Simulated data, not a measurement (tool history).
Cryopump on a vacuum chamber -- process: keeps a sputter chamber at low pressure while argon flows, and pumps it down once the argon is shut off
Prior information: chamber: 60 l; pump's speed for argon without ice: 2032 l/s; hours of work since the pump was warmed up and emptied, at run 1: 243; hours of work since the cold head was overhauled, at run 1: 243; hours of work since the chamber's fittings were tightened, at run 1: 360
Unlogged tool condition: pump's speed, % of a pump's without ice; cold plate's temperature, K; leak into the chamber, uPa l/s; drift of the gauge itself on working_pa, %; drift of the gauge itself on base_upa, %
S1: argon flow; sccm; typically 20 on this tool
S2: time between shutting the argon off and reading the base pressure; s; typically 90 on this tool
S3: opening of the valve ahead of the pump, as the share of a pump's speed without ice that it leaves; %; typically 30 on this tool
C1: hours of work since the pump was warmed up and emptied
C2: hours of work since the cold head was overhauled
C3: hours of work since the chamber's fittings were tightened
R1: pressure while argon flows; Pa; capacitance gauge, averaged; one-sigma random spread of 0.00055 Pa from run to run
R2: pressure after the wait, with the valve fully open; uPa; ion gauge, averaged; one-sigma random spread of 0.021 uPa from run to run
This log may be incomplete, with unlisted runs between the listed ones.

{"run": 1, "hour": 0.0, "S1": 20, "S2": 90, "S3": 30, "C1": 243, "C2": 243, "C3": 360, "R1": 0.0586, "R2": 0.96}
{"run": 2, "hour": 20.0, "S1": 20, "S2": 90, "S3": 30, "C1": 256, "C2": 256, "C3": 373, "R1": 0.0577, "R2": 0.99}
{"run": 3, "hour": 34.0, "S1": 20, "S2": 90, "S3": 30, "C1": 265, "C2": 265, "C3": 382, "R1": 0.0578, "R2": 0.99}
{"run": 4, "hour": 48.0, "S1": 20, "S2": 90, "S3": 56, "C1": 274, "C2": 274, "C3": 391, "R1": 0.0331, "R2": 1.0}
{"run": 5, "hour": 70.9, "S1": 20, "S2": 90, "S3": 23, "C1": 289, "C2": 289, "C3": 406, "R1": 0.0756, "R2": 1.07}
{"run": 6, "hour": 89.7, "S1": 20, "S2": 90, "S3": 30, "C1": 301, "C2": 301, "C3": 418, "R1": 0.0595, "R2": 1.05}
{"run": 7, "hour": 103.5, "S1": 20, "S2": 90, "S3": 36, "C1": 310, "C2": 310, "C3": 427, "R1": 0.0501, "R2": 1.01}
{"run": 8, "hour": 127.1, "S1": 20, "S2": 90, "S3": 36, "C1": 325, "C2": 325, "C3": 442, "R1": 0.0503, "R2": 1.07}
{"run": 9, "hour": 143.1, "S1": 20, "S2": 90, "S3": 36, "C1": 335, "C2": 335, "C3": 453, "R1": 0.0504, "R2": 1.13}
{"run": 10, "hour": 154.6, "S1": 20, "S2": 90, "S3": 26, "C1": 343, "C2": 343, "C3": 460, "R1": 0.0687, "R2": 1.11}
{"run": 11, "hour": 170.5, "S1": 20, "S2": 298, "S3": 30, "C1": 353, "C2": 353, "C3": 470, "R1": 0.0597, "R2": 0.89}
{"run": 12, "hour": 191.3, "S1": 20, "S2": 298, "S3": 30, "C1": 367, "C2": 367, "C3": 484, "R1": 0.0602, "R2": 0.92}
{"run": 13, "hour": 214.3, "S1": 20, "S2": 23, "S3": 30, "C1": 381, "C2": 381, "C3": 499, "R1": 0.0593, "R2": 2.19}
{"run": 14, "hour": 229.1, "S1": 20, "S2": 23, "S3": 30, "C1": 391, "C2": 391, "C3": 508, "R1": 0.0595, "R2": 2.23}
{"run": 15, "hour": 246.2, "S1": 20, "S2": 195, "S3": 30, "C1": 402, "C2": 402, "C3": 519, "R1": 0.0613, "R2": 1.06}
{"run": 16, "hour": 266.0, "S1": 20, "S2": 38, "S3": 30, "C1": 415, "C2": 415, "C3": 532, "R1": 0.0611, "R2": 1.73}
{"run": 17, "hour": 290.0, "S1": 20, "S2": 38, "S3": 30, "C1": 431, "C2": 431, "C3": 548, "R1": 0.0606, "R2": 1.78}
{"run": 18, "hour": 301.4, "S1": 20, "S2": 38, "S3": 30, "C1": 438, "C2": 438, "C3": 555, "R1": 0.0605, "R2": 1.79}
{"run": 19, "hour": 316.2, "S1": 34, "S2": 85, "S3": 18, "C1": 447, "C2": 447, "C3": 565, "R1": 0.168, "R2": 1.39}
{"run": 20, "hour": 340.3, "S1": 20, "S2": 90, "S3": 52, "C1": 463, "C2": 463, "C3": 580, "R1": 0.0388, "R2": 1.39}
{"run": 21, "hour": 354.6, "S1": 20, "S2": 90, "S3": 52, "C1": 472, "C2": 472, "C3": 590, "R1": 0.0387, "R2": 1.4}
{"run": 22, "hour": 373.2, "S1": 20, "S2": 90, "S3": 52, "C1": 484, "C2": 484, "C3": 602, "R1": 0.0383, "R2": 1.42}
{"hour": 387.0, "done": "pump warmed up, emptied and cooled again"}
{"run": 23, "hour": 400.2, "S1": 21, "S2": 90, "S3": 22, "C1": 9, "C2": 499, "C3": 616, "R1": 0.0795, "R2": 1.15}
{"run": 24, "hour": 415.5, "S1": 19, "S2": 90, "S3": 30, "C1": 18, "C2": 509, "C3": 626, "R1": 0.0545, "R2": 1.2}
{"run": 25, "hour": 440.8, "S1": 19, "S2": 90, "S3": 30, "C1": 35, "C2": 525, "C3": 642, "R1": 0.0529, "R2": 1.14}
{"run": 26, "hour": 463.0, "S1": 30, "S2": 90, "S3": 33, "C1": 49, "C2": 539, "C3": 657, "R1": 0.0773, "R2": 1.18}

Forecast run 27:
{"run": 27, "hour": 484.4, "S1": 27, "S2": 69, "S3": 48, "C1": 63, "C2": 553, "C3": 670, "R1": "?", "R2": "?"}

Run 27 came out at R1 0.0473 Pa, R2 1.37 uPa.
Were there no unlogged condition in the tool, this run, its random variation unchanged, would have produced R1 0.0462 Pa, R2 0.61 uPa.
